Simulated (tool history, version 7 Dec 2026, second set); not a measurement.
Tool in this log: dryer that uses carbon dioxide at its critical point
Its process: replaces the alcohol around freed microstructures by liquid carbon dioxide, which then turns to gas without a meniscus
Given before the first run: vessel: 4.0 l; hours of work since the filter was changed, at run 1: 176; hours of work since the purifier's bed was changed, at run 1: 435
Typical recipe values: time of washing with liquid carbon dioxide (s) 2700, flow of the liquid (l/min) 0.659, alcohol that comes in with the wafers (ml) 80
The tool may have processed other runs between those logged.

run	hour	time of washing with liquid carbon dioxide (s)	flow of the liquid (l/min)	alcohol that comes in with the wafers (ml)	hours of work since the filter was changed	hours of work since the purifier's bed was changed	alcohol left in the vessel before it's heated (ppm by volume)
1	0	2700	0.659	80	176	435	180
2	27.5	1980	0.659	80	192	450	482
3	45.1	2700	0.728	80	201	460	141
4	68.1	2700	0.728	105	214	472	151
5	91.1	2700	0.728	105	227	485	167
6	105	2700	0.728	105	234	493	176
7	123.7	2640	0.659	80	245	503	212
# hour 130.9: inlet filter changed
8	151.3	2700	0.659	80	11	518	163
9	164.6	2700	0.659	80	19	525	173
10	177.3	2700	0.659	80	26	532	173
11	197.2	2700	0.659	80	37	543	169
12	211.5	2700	0.659	80	44	551	185
13	228.7	2700	0.659	80	54	561	178
14	243.9	2160	0.442	68	62	569	927
15	267.9	1980	0.534	22	76	582	303
16	283.8	2520	0.619	47	84	591	201
17	307.6	2520	0.619	39	98	604	186
18	319.8	2520	0.619	39	104	611	194
19	339	2700	0.464	76	115	622	505
20	350.6	1800	0.919	80	121	628	239
21	366.4	1800	0.919	80	130	637	243
22	382.1	1800	0.919	80	139	645	242
23	404.3	1800	0.919	80	151	658	249
24	421.7	3840	1.12	20	161	667	127
25	444.2	2220	0.666	21	173	680	181

3 options for the next run, each taken on its own from the tool as it stands now. Forecast them:
A	462	3120	0.943	36	183	690	?
B	462	2700	0.691	46	183	690	?
C	462	2640	0.882	23	183	690	?

run	alcohol left in the vessel before it's heated (ppm by volume)
A	140
B	176
C	131
With no hidden state in the tool, these same runs would have given:
run	alcohol left in the vessel before it's heated (ppm by volume)
A	13
B	36
C	4
